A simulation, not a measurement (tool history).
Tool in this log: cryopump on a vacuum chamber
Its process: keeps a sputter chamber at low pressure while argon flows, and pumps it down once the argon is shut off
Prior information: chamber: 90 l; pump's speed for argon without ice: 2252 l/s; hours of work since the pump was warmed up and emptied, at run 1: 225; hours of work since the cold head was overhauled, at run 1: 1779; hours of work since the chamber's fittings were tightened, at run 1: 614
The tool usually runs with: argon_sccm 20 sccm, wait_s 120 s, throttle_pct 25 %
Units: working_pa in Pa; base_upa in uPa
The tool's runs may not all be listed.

run    hour  argon_sccm  wait_s  throttle_pct  hours of work since the pump was warmed up and emptied  hours of work since the cold head was overhauled  hours of work since the chamber's fittings were tightened  working_pa  base_upa
  1       0          20     120            25                                                     225                                              1779                                                        614      0.0645      1.06
        107  -- pump warmed up, emptied and cooled again
  2   114.2          20     120            25                                                       6                                              1873                                                        708      0.0598      1.03
  3   186.7          20     120            38                                                      69                                              1935                                                        770      0.0418      1.11
  4   299.2          20     120            38                                                     165                                              2032                                                        867      0.0422       1.2
  5   390.4          20     120            38                                                     244                                              2111                                                        946      0.0439      1.31
      479.3  -- pump warmed up, emptied and cooled again
  6   490.9          20     120            32                                                      10                                              2193                                                       1028      0.0474      1.18
  7   561.6          20     120            32                                                      71                                              2254                                                       1089      0.0487      1.27
  8   679.8          20     120            32                                                     173                                              2355                                                       1190      0.0503      1.37
  9   797.2          20     120            25                                                     274                                              2457                                                       1292      0.0661      1.62
      852.8  -- pump warmed up, emptied and cooled again
 10   894.6          20     120            50                                                      36                                              2536                                                       1371      0.0317       1.4
 11   950.9          20     120            50                                                      84                                              2585                                                       1420       0.032      1.46
 12  1019.1          20     142            25                                                     143                                              2643                                                       1478      0.0624      1.45
 13  1121.9          15     220            33                                                     232                                              2732                                                       1567      0.0378      1.51
       1220  -- pump warmed up, emptied and cooled again
 14    1254          20      45            35                                                      29                                              2841                                                       1676      0.0435      2.38
 15  1346.1          12      49            34                                                     109                                              2921                                                       1756      0.0272      2.41
 16    1429          20     171            25                                                     180                                              2992                                                       1827      0.0631      1.62
 17  1530.3          20     171            25                                                     267                                              3079                                                       1914      0.0664      1.76
     1587.9  -- pump warmed up, emptied and cooled again
 18  1661.7          20     171            25                                                      64                                              3188                                                       2023      0.0612      1.52
 19  1719.8          20     171            25                                                     114                                              3238                                                       2073      0.0627      1.62
 20  1824.5          20     171            25                                                     204                                              3328                                                       2163      0.0637      1.86
 21  1928.3          20     171            25                                                     293                                              3418                                                       2253      0.0661         2
     1961.8  -- pump warmed up, emptied and cooled again
 22  1997.6          25     152            25                                                      31                                              3473                                                       2308      0.0752      1.71
 23  2096.9          10      65            20                                                     116                                              3559                                                       2393      0.0391      2.46
 24  2187.3          10      65            20                                                     194                                              3636                                                       2471      0.0397      2.53

Alternative continuations, all from the tool just after run 24; predict every row:
  A  2303.1          10      65            20                                                     294                                              3736                                                       2571           ?         ?
  B  2303.1          20      23            25                                                     294                                              3736                                                       2571           ?         ?
  C  2303.1          12      22            40                                                     294                                              3736                                                       2571           ?         ?

run  working_pa  base_upa
  A      0.0414      2.93
  B      0.0657      4.73
  C      0.0273      4.77
With the hidden condition removed and each run's random variation left untouched, the same runs would have given:
run  working_pa  base_upa
  A       0.038      1.12
  B      0.0589      2.94
  C      0.0232      3.01
